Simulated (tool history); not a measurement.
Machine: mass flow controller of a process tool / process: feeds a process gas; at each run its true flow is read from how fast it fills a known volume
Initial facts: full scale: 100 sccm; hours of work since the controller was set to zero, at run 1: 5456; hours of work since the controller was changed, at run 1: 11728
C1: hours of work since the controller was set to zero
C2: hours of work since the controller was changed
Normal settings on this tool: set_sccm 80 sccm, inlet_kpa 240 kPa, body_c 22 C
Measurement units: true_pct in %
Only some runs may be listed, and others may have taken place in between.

run 1 hour=0.0 | set_sccm=80 inlet_kpa=240 body_c=22 | C1=5456 C2=11728 | true_pct=101.40
run 2 hour=374.7 | set_sccm=80 inlet_kpa=240 body_c=22 | C1=5681 C2=11953 | true_pct=101.43
-- hour=657.3 controller's zero set anew
run 3 hour=823.3 | set_sccm=80 inlet_kpa=240 body_c=22 | C1=100 C2=12222 | true_pct=100.79
run 4 hour=1281.1 | set_sccm=80 inlet_kpa=240 body_c=22 | C1=375 C2=12497 | true_pct=100.90
run 5 hour=1656.1 | set_sccm=80 inlet_kpa=240 body_c=22 | C1=600 C2=12723 | true_pct=100.84
run 6 hour=2021.8 | set_sccm=80 inlet_kpa=240 body_c=22 | C1=819 C2=12942 | true_pct=100.77

Run 7, settings as shown, results not yet in. Your forecast:
-- hour=2182.1 controller's zero set anew, once more
run 7 hour=2294.0 | set_sccm=19 inlet_kpa=240 body_c=32 | C1=67 C2=13105 | true_pct=?

true_pct: 100.21 %
Were there no unlogged condition in the tool, this run, its random variation unchanged, would have produced true_pct 97.29 %.
